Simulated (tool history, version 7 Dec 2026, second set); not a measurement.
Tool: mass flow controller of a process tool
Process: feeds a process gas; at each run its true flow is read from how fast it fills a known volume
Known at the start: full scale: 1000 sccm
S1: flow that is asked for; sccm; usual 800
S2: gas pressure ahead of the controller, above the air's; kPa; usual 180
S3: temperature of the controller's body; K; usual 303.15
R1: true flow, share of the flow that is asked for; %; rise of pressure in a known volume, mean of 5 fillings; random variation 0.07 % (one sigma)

run    hour   S1   S2      S3      R1
  1       0  800  180  303.15   99.07
  2   176.8  524  180  303.15   98.71
  3   271.5  800  180  303.15   99.31
  4   455.8  800  180  303.15    99.7
  5     554  800  180  303.15   99.74
  6   786.3  800  180  303.15  100.01
  7   950.2  800  180  303.15  100.36
  8  1169.7  482  227  304.15    99.4
  9  1400.2  672  251  303.15   99.81
 10  1588.1  672  157  303.15  100.73
 11  1696.9  126  183  304.15    99.2
 12  1828.4  126  183  304.15   99.35
 13    2007  126  183  297.15  100.39

5 ways to go on from here, each from the tool as it stands after run 13. What would each give?
     2070.7  -- gauge calibrated
  A  2130.6  622  184  296.15   ?
     2070.7  -- gauge calibrated
  B  2130.6  154  180  303.15   ?
     2070.7  -- gauge calibrated
  C  2130.6  445  280  297.15   ?
     2070.7  -- gauge calibrated
  D  2130.6  665  183  297.15   ?
     2070.7  -- gauge calibrated
  E  2130.6  663  198  308.15   ?

run     R1
  A  99.44
  B  97.55
  C  98.32
  D  99.56
  E  98.05
Without the tool's hidden state the same runs would have given:
run     R1
  A  99.38
  B  97.47
  C  98.26
  D  99.51
  E     98
